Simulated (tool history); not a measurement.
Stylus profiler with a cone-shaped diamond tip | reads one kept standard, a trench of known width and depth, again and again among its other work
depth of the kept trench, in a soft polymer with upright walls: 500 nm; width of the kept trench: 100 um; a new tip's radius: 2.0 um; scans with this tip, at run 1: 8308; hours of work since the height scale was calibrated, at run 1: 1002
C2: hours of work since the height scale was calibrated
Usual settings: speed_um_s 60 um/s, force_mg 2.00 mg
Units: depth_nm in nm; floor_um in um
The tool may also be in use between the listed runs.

{"run": 1, "day": 0.0, "speed_um_s": 60, "force_mg": 2.0, "scans with this tip": 8308, "C2": 1002, "depth_nm": 508.93, "floor_um": 96.59}
{"run": 2, "day": 0.992, "speed_um_s": 60, "force_mg": 2.0, "scans with this tip": 8404, "C2": 1014, "depth_nm": 509.17, "floor_um": 96.53}
{"run": 3, "day": 2.921, "speed_um_s": 60, "force_mg": 2.0, "scans with this tip": 8590, "C2": 1036, "depth_nm": 509.11, "floor_um": 96.61}
{"run": 4, "day": 4.429, "speed_um_s": 60, "force_mg": 2.0, "scans with this tip": 8735, "C2": 1054, "depth_nm": 509.28, "floor_um": 96.56}
{"run": 5, "day": 5.562, "speed_um_s": 60, "force_mg": 2.0, "scans with this tip": 8845, "C2": 1067, "depth_nm": 509.1, "floor_um": 96.6}
{"run": 6, "day": 6.642, "speed_um_s": 60, "force_mg": 2.0, "scans with this tip": 8949, "C2": 1080, "depth_nm": 508.96, "floor_um": 96.54}
{"run": 7, "day": 7.833, "speed_um_s": 60, "force_mg": 2.0, "scans with this tip": 9064, "C2": 1094, "depth_nm": 509.37, "floor_um": 96.56}
{"run": 8, "day": 8.829, "speed_um_s": 60, "force_mg": 2.0, "scans with this tip": 9160, "C2": 1105, "depth_nm": 509.2, "floor_um": 96.51}
{"run": 9, "day": 10.833, "speed_um_s": 60, "force_mg": 2.0, "scans with this tip": 9354, "C2": 1128, "depth_nm": 509.29, "floor_um": 96.52}
{"run": 10, "day": 12.179, "speed_um_s": 74, "force_mg": 2.0, "scans with this tip": 9483, "C2": 1144, "depth_nm": 509.52, "floor_um": 96.45}
{"run": 11, "day": 13.175, "speed_um_s": 74, "force_mg": 2.0, "scans with this tip": 9579, "C2": 1156, "depth_nm": 509.65, "floor_um": 96.51}
{"run": 12, "day": 14.892, "speed_um_s": 60, "force_mg": 0.89, "scans with this tip": 9745, "C2": 1176, "depth_nm": 506.39, "floor_um": 96.32}
{"run": 13, "day": 16.033, "speed_um_s": 17, "force_mg": 2.0, "scans with this tip": 9855, "C2": 1189, "depth_nm": 509.59, "floor_um": 96.79}
{"run": 14, "day": 17.15, "speed_um_s": 17, "force_mg": 2.0, "scans with this tip": 9963, "C2": 1202, "depth_nm": 509.44, "floor_um": 96.7}
{"run": 15, "day": 18.296, "speed_um_s": 17, "force_mg": 2.0, "scans with this tip": 10073, "C2": 1215, "depth_nm": 509.4, "floor_um": 96.78}
{"run": 16, "day": 19.488, "speed_um_s": 17, "force_mg": 2.0, "scans with this tip": 10189, "C2": 1229, "depth_nm": 509.76, "floor_um": 96.7}
{"run": 17, "day": 20.812, "speed_um_s": 17, "force_mg": 2.0, "scans with this tip": 10317, "C2": 1245, "depth_nm": 509.54, "floor_um": 96.75}
{"run": 18, "day": 21.904, "speed_um_s": 60, "force_mg": 2.0, "scans with this tip": 10422, "C2": 1257, "depth_nm": 509.78, "floor_um": 96.48}
{"run": 19, "day": 23.342, "speed_um_s": 60, "force_mg": 2.0, "scans with this tip": 10560, "C2": 1274, "depth_nm": 509.9, "floor_um": 96.47}
{"run": 20, "day": 24.883, "speed_um_s": 60, "force_mg": 2.0, "scans with this tip": 10709, "C2": 1292, "depth_nm": 509.62, "floor_um": 96.44}
{"run": 21, "day": 26.988, "speed_um_s": 60, "force_mg": 2.0, "scans with this tip": 10912, "C2": 1317, "depth_nm": 509.66, "floor_um": 96.46}
{"run": 22, "day": 28.792, "speed_um_s": 60, "force_mg": 2.0, "scans with this tip": 11087, "C2": 1338, "depth_nm": 509.73, "floor_um": 96.44}

Run 23 comes next. What will it give?
{"run": 23, "day": 31.062, "speed_um_s": 60, "force_mg": 2.0, "scans with this tip": 11306, "C2": 1364, "depth_nm": "?", "floor_um": "?"}

Run 23 gave depth_nm 509.78 nm, floor_um 96.49 um.
Without the tool's hidden state the same run would have given depth_nm 507.17 nm, floor_um 97.07 um.

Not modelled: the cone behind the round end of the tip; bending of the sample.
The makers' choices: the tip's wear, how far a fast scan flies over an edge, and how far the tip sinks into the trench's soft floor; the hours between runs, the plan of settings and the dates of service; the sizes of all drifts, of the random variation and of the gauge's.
